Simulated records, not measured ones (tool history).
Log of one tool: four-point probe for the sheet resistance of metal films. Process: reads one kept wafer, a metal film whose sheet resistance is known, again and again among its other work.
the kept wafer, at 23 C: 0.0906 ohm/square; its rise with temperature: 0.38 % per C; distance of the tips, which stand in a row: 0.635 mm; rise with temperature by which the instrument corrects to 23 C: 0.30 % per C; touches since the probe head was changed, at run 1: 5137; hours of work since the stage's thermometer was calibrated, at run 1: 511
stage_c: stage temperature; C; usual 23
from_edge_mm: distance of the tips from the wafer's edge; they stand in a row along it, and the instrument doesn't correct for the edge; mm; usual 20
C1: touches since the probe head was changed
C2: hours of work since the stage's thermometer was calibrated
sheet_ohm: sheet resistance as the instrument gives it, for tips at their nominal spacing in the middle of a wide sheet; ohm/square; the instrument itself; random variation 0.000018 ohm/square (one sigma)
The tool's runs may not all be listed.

run 1 day=0.000 | stage_c=23 from_edge_mm=20 | C1=5137 C2=511 | sheet_ohm=0.090800
run 2 day=2.771 | stage_c=23 from_edge_mm=20 | C1=9778 C2=563 | sheet_ohm=0.090800
run 3 day=5.146 | stage_c=23 from_edge_mm=20 | C1=13755 C2=608 | sheet_ohm=0.090745
run 4 day=8.346 | stage_c=23 from_edge_mm=20 | C1=19113 C2=668 | sheet_ohm=0.090705
run 5 day=10.354 | stage_c=22 from_edge_mm=20 | C1=22476 C2=706 | sheet_ohm=0.090568
run 6 day=13.442 | stage_c=18 from_edge_mm=20 | C1=27648 C2=764 | sheet_ohm=0.090205
run 7 day=17.425 | stage_c=18 from_edge_mm=20 | C1=34317 C2=839 | sheet_ohm=0.090207
run 8 day=20.162 | stage_c=25 from_edge_mm=20 | C1=38907 C2=890 | sheet_ohm=0.090732
run 9 day=23.117 | stage_c=25 from_edge_mm=20 | C1=43850 C2=946 | sheet_ohm=0.090681
run 10 day=25.429 | stage_c=24 from_edge_mm=20 | C1=47725 C2=989 | sheet_ohm=0.090565
run 11 day=28.704 | stage_c=23 from_edge_mm=20 | C1=53206 C2=1050 | sheet_ohm=0.090431
run 12 day=30.558 | stage_c=23 from_edge_mm=20 | C1=56317 C2=1085 | sheet_ohm=0.090409
run 13 day=34.292 | stage_c=23 from_edge_mm=20 | C1=62568 C2=1155 | sheet_ohm=0.090382
run 14 day=36.125 | stage_c=23 from_edge_mm=20 | C1=65638 C2=1190 | sheet_ohm=0.090377
run 15 day=38.233 | stage_c=23 from_edge_mm=20 | C1=69166 C2=1229 | sheet_ohm=0.090339
run 16 day=40.796 | stage_c=23 from_edge_mm=20 | C1=73463 C2=1278 | sheet_ohm=0.090267
run 17 day=43.246 | stage_c=23 from_edge_mm=20 | C1=77563 C2=1324 | sheet_ohm=0.090259
run 18 day=45.908 | stage_c=23 from_edge_mm=20 | C1=82021 C2=1374 | sheet_ohm=0.090219
run 19 day=48.904 | stage_c=23 from_edge_mm=20 | C1=87039 C2=1430 | sheet_ohm=0.090197
run 20 day=52.338 | stage_c=23 from_edge_mm=20 | C1=92788 C2=1494 | sheet_ohm=0.090134
run 21 day=56.567 | stage_c=23 from_edge_mm=20 | C1=99874 C2=1574 | sheet_ohm=0.090103
run 22 day=59.217 | stage_c=23 from_edge_mm=20 | C1=104309 C2=1624 | sheet_ohm=0.090069
run 23 day=62.254 | stage_c=23 from_edge_mm=20 | C1=109399 C2=1681 | sheet_ohm=0.090029
run 24 day=64.904 | stage_c=21 from_edge_mm=25 | C1=113836 C2=1730 | sheet_ohm=0.089842
run 25 day=67.454 | stage_c=21 from_edge_mm=25 | C1=118108 C2=1778 | sheet_ohm=0.089810
run 26 day=71.733 | stage_c=21 from_edge_mm=10 | C1=125272 C2=1859 | sheet_ohm=0.089906
run 27 day=73.804 | stage_c=28 from_edge_mm=7 | C1=128738 C2=1897 | sheet_ohm=0.090665
run 28 day=76.338 | stage_c=28 from_edge_mm=7 | C1=132985 C2=1945 | sheet_ohm=0.090569
run 29 day=78.462 | stage_c=32 from_edge_mm=6 | C1=136541 C2=1985 | sheet_ohm=0.091013
-- day=78.879 stage's thermometer calibrated
run 30 day=81.879 | stage_c=24 from_edge_mm=6 | C1=142232 C2=56 | sheet_ohm=0.090264
run 31 day=85.662 | stage_c=29 from_edge_mm=69 | C1=148564 C2=127 | sheet_ohm=0.090109
-- day=86.667 stage's thermometer calibrated, once more
run 32 day=88.058 | stage_c=29 from_edge_mm=73 | C1=152542 C2=26 | sheet_ohm=0.090316
run 33 day=91.742 | stage_c=21 from_edge_mm=23 | C1=158712 C2=95 | sheet_ohm=0.089689
run 34 day=95.546 | stage_c=21 from_edge_mm=23 | C1=165083 C2=167 | sheet_ohm=0.089637
run 35 day=99.425 | stage_c=21 from_edge_mm=23 | C1=171576 C2=240 | sheet_ohm=0.089613
run 36 day=101.700 | stage_c=21 from_edge_mm=23 | C1=175388 C2=282 | sheet_ohm=0.089567
run 37 day=104.438 | stage_c=20 from_edge_mm=58 | C1=179972 C2=334 | sheet_ohm=0.089419
run 38 day=107.138 | stage_c=20 from_edge_mm=29 | C1=184493 C2=384 | sheet_ohm=0.089395
run 39 day=109.704 | stage_c=23 from_edge_mm=18 | C1=188795 C2=433 | sheet_ohm=0.089646
run 40 day=111.896 | stage_c=22 from_edge_mm=10 | C1=192464 C2=474 | sheet_ohm=0.089675
run 41 day=115.238 | stage_c=22 from_edge_mm=10 | C1=198064 C2=537 | sheet_ohm=0.089615
run 42 day=117.883 | stage_c=23 from_edge_mm=67 | C1=202493 C2=586 | sheet_ohm=0.089486
run 43 day=122.104 | stage_c=23 from_edge_mm=67 | C1=209563 C2=665 | sheet_ohm=0.089459
run 44 day=126.017 | stage_c=32 from_edge_mm=3 | C1=216114 C2=739 | sheet_ohm=0.092194
run 45 day=129.029 | stage_c=33 from_edge_mm=29 | C1=221163 C2=796 | sheet_ohm=0.090124

Forecast each of these 3 alternatives for the next run:
-- day=129.446 new probe head fitted
run A day=131.517 | stage_c=19 from_edge_mm=3 | C1=3467 C2=841 | sheet_ohm=?
-- day=129.446 new probe head fitted
run B day=131.517 | stage_c=21 from_edge_mm=4 | C1=3467 C2=841 | sheet_ohm=?
-- day=129.446 new probe head fitted
run C day=131.517 | stage_c=24 from_edge_mm=38 | C1=3467 C2=841 | sheet_ohm=?

run=A sheet_ohm=0.092611
run=B sheet_ohm=0.091834
run=C sheet_ohm=0.090876
Without the tool's hidden state the same runs would have given:
run=A sheet_ohm=0.092425
run=B sheet_ohm=0.091649
run=C sheet_ohm=0.090692
